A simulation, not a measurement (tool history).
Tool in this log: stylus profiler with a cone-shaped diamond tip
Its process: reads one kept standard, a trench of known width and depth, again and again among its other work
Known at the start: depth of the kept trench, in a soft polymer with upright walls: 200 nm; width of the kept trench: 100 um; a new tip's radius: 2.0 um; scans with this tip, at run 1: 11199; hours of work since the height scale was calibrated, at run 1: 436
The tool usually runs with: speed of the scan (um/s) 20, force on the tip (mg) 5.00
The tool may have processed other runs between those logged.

run     day  speed of the scan (um/s)  force on the tip (mg)  scans with this tip  hours of work since the height scale was calibrated  depth of the trench (nm)  width of the trench's floor (um)
  1   0.000                        20                   5.00                11199                                                  436                    203.35                             97.86
  2   2.671                        20                   5.00                11498                                                  479                    203.28                             97.86
  3   5.558                        20                   5.00                11821                                                  526                    203.26                             97.86
  4   7.883                        18                   5.00                12082                                                  563                    203.28                             97.88
  5  11.333                        18                  12.74                12468                                                  619                    206.08                             97.79
  6  14.279                        20                   3.16                12798                                                  667                    202.51                             97.82
  7  16.179                        20                   5.00                13011                                                  697                    203.38                             97.82
  8  19.200                        20                   5.00                13349                                                  746                    203.36                             97.81
  9  21.488                        20                   5.00                13606                                                  783                    203.39                             97.81
 10  24.379                        53                   2.94                13930                                                  830                    202.43                             97.60
 11  25.883                        53                   2.26                14098                                                  854                    202.12                             97.60
 12  27.704                         7                   9.55                14302                                                  884                    205.18                             97.79
 13  30.221                        13                   9.52                14584                                                  925                    205.13                             97.75
 14  31.738                        13                   9.52                14754                                                  949                    205.17                             97.82
 15  35.183                         5                   3.95                15140                                                 1005                    203.03                             97.76
 16  38.108                        21                   7.11                15468                                                 1052                    204.31                             97.70
 17  40.154                        18                   9.11                15697                                                 1085                    204.95                             97.75
 18  42.092                        18                   9.11                15914                                                 1117                    205.20                             97.74

What if the next run were any one of these 4? Each begins from the tool's condition after run 18:
     45.467  -- height scale calibrated on a step standard
  A  45.575                        35                   3.35                16302                                                    2                         ?                                 ?
     45.467  -- height scale calibrated on a step standard
  B  45.575                        42                   1.96                16302                                                    2                         ?                                 ?
     45.467  -- height scale calibrated on a step standard
  C  45.575                        61                   4.52                16302                                                    2                         ?                                 ?
     45.467  -- height scale calibrated on a step standard
  D  45.575                        20                   7.00                16302                                                    2                         ?                                 ?

run  depth of the trench (nm)  width of the trench's floor (um)
  A                    202.42                             97.66
  B                    201.75                             97.58
  C                    203.14                             97.61
  D                    203.99                             97.67
Had the tool no hidden state, the same runs would have come out as:
run  depth of the trench (nm)  width of the trench's floor (um)
  A                    202.36                             98.19
  B                    201.69                             98.11
  C                    203.08                             98.14
  D                    203.93                             98.20

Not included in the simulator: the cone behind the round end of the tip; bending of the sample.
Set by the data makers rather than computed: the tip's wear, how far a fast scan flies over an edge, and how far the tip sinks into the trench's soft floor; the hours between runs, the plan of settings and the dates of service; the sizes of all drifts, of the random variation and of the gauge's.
